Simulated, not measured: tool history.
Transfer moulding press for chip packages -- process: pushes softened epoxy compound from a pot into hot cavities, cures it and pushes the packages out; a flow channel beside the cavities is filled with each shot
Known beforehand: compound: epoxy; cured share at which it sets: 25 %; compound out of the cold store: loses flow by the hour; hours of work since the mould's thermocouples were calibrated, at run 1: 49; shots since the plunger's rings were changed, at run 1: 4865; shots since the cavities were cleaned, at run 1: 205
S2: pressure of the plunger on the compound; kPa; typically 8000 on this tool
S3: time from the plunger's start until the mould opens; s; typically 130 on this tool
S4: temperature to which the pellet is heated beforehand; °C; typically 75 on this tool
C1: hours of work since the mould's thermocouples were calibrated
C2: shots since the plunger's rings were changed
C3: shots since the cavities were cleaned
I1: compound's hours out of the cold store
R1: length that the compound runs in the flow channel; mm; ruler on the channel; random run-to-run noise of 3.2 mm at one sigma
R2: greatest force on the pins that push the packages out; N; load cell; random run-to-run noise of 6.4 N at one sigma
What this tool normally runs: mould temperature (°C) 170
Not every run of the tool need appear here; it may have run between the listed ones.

run 1 hour=0 | mould_temperature_(°C)=170 S2=8000 S3=130 S4=75 | C1=49 C2=4865 C3=205 | I1=16.9 | R1=780 R2=251
run 2 hour=10.3 | mould_temperature_(°C)=170 S2=8000 S3=130 S4=75 | C1=56 C2=4956 C3=296 | I1=24.2 | R1=732 R2=265
run 3 hour=21.4 | mould_temperature_(°C)=170 S2=8000 S3=130 S4=75 | C1=63 C2=5056 C3=396 | I1=13.4 | R1=804 R2=259
run 4 hour=35.4 | mould_temperature_(°C)=170 S2=8000 S3=130 S4=75 | C1=72 C2=5180 C3=520 | I1=17 | R1=781 R2=261
run 5 hour=48.5 | mould_temperature_(°C)=170 S2=8000 S3=130 S4=75 | C1=81 C2=5296 C3=636 | I1=27.6 | R1=714 R2=249
run 6 hour=58.6 | mould_temperature_(°C)=170 S2=8000 S3=130 S4=76 | C1=87 C2=5385 C3=725 | I1=46.9 | R1=618 R2=251
run 7 hour=66.2 | mould_temperature_(°C)=170 S2=8000 S3=130 S4=76 | C1=92 C2=5452 C3=792 | I1=26.3 | R1=719 R2=258
run 8 hour=73.4 | mould_temperature_(°C)=170 S2=6170 S3=130 S4=76 | C1=96 C2=5516 C3=856 | I1=30 | R1=623 R2=247
-- hour=79.5 plunger's sealing rings changed
run 9 hour=86.3 | mould_temperature_(°C)=170 S2=6170 S3=130 S4=76 | C1=103 C2=60 C3=948 | I1=46.7 | R1=549 R2=246
run 10 hour=93 | mould_temperature_(°C)=173 S2=6170 S3=130 S4=76 | C1=107 C2=120 C3=1008 | I1=38.6 | R1=570 R2=249
run 11 hour=105 | mould_temperature_(°C)=173 S2=6170 S3=130 S4=76 | C1=115 C2=227 C3=1115 | I1=27.6 | R1=622 R2=241
run 12 hour=112.1 | mould_temperature_(°C)=170 S2=8000 S3=130 S4=75 | C1=120 C2=290 C3=1178 | I1=37.1 | R1=674 R2=249
-- hour=114.9 cavities cleaned with cleaning compound and waxed
run 13 hour=125.4 | mould_temperature_(°C)=170 S2=8000 S3=130 S4=78 | C1=127 C2=394 C3=93 | I1=14.7 | R1=794 R2=256
run 14 hour=137.7 | mould_temperature_(°C)=170 S2=8000 S3=134 S4=75 | C1=135 C2=503 C3=202 | I1=26.2 | R1=727 R2=250
run 15 hour=147.3 | mould_temperature_(°C)=162 S2=8000 S3=134 S4=75 | C1=141 C2=589 C3=288 | I1=36.1 | R1=689 R2=302
run 16 hour=153 | mould_temperature_(°C)=162 S2=8000 S3=134 S4=75 | C1=145 C2=639 C3=338 | I1=19.2 | R1=782 R2=331
run 17 hour=166.3 | mould_temperature_(°C)=169 S2=8000 S3=130 S4=69 | C1=153 C2=757 C3=456 | I1=11.7 | R1=818 R2=277
run 18 hour=178.6 | mould_temperature_(°C)=177 S2=8710 S3=115 S4=66 | C1=161 C2=866 C3=565 | I1=29.1 | R1=726 R2=255
run 19 hour=184.8 | mould_temperature_(°C)=177 S2=8710 S3=115 S4=69 | C1=165 C2=921 C3=620 | I1=25.1 | R1=747 R2=250
run 20 hour=195.9 | mould_temperature_(°C)=162 S2=9480 S3=140 S4=67 | C1=172 C2=1019 C3=718 | I1=9.4 | R1=931 R2=314
run 21 hour=203.1 | mould_temperature_(°C)=162 S2=9480 S3=140 S4=67 | C1=177 C2=1083 C3=782 | I1=17.2 | R1=875 R2=313
run 22 hour=216.3 | mould_temperature_(°C)=167 S2=7820 S3=140 S4=67 | C1=185 C2=1200 C3=899 | I1=13.5 | R1=802 R2=277
run 23 hour=224.9 | mould_temperature_(°C)=167 S2=8100 S3=139 S4=75 | C1=191 C2=1276 C3=975 | I1=8.4 | R1=844 R2=276
run 24 hour=234.6 | mould_temperature_(°C)=175 S2=8000 S3=130 S4=82 | C1=197 C2=1362 C3=1061 | I1=34.1 | R1=670 R2=245
run 25 hour=242.4 | mould_temperature_(°C)=175 S2=8000 S3=130 S4=82 | C1=202 C2=1431 C3=1130 | I1=33.1 | R1=680 R2=246
-- hour=251.1 cavities cleaned with cleaning compound and waxed
run 26 hour=251.1 | mould_temperature_(°C)=175 S2=7460 S3=154 S4=69 | C1=207 C2=1496 C3=0 | I1=34 | R1=647 R2=226
run 27 hour=260.8 | mould_temperature_(°C)=170 S2=8000 S3=138 S4=72 | C1=213 C2=1581 C3=85 | I1=35.7 | R1=672 R2=236
run 28 hour=268.8 | mould_temperature_(°C)=175 S2=6890 S3=137 S4=77 | C1=218 C2=1653 C3=157 | I1=11.3 | R1=745 R2=248

What differs in the tool's unlogged condition from the final listed run ahead of each entry between runs to the first listed run following it?
Run 8 -> run 9: plunger's sealing rings changed (hour 79.5)
  pressure that reaches the compound, % of what is set: 99.91 -> 100; grip of the stained cavities, % over clean ones': 0.9 -> 1
Run 12 -> run 13: cavities cleaned with cleaning compound and waxed (hour 114.9)
  grip of the stained cavities, % over clean ones': 1.1 -> 0.2
Run 25 -> run 26: cavities cleaned with cleaning compound and waxed (hour 251.1)
  grip of the stained cavities, % over clean ones': 1 -> 0
